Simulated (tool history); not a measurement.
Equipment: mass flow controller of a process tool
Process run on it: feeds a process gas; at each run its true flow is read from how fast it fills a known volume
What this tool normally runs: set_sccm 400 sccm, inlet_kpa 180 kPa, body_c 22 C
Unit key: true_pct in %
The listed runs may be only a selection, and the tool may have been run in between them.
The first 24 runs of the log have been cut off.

run,day,set_sccm,inlet_kpa,body_c,true_pct
25,386.112,400,280,22,98.75
26,402.383,456,171,22,99.78
27,419.754,680,180,21,99.66
28,435.992,924,183,27,99.78
29,457.779,591,195,27,99.62
30,474.779,184,235,26,101.40
31,488.579,184,235,26,101.60
32,507.396,400,248,32,99.66
33,526.008,400,248,32,99.86
34,540.275,400,220,30,100.22
35,551.629,109,201,39,106.11
36,567.929,400,162,21,101.05
37,577.700,545,164,34,100.24
38,589.821,204,215,22,103.05
39,610.850,187,271,22,103.42
# day 613.938: controller's zero set anew
40,632.000,400,155,22,98.41
41,652.150,861,180,31,98.81
42,674.142,151,244,36,97.97
43,697.604,151,244,36,98.66
44,708.571,467,195,31,98.38
45,722.950,150,144,21,100.35
46,740.542,185,255,33,98.95
47,753.892,400,180,25,99.05

4 options for the next run, each taken on its own from the tool as it stands now. Forecast them:
A,767.296,400,157,35,?
B,767.296,148,155,24,?
C,767.296,608,180,39,?
D,767.296,163,157,25,?

run,true_pct
A,98.99
B,101.22
C,98.79
D,100.67
Without the tool's hidden state the same runs would have given:
run,true_pct
A,99.08
B,99.10
C,99.33
D,98.87
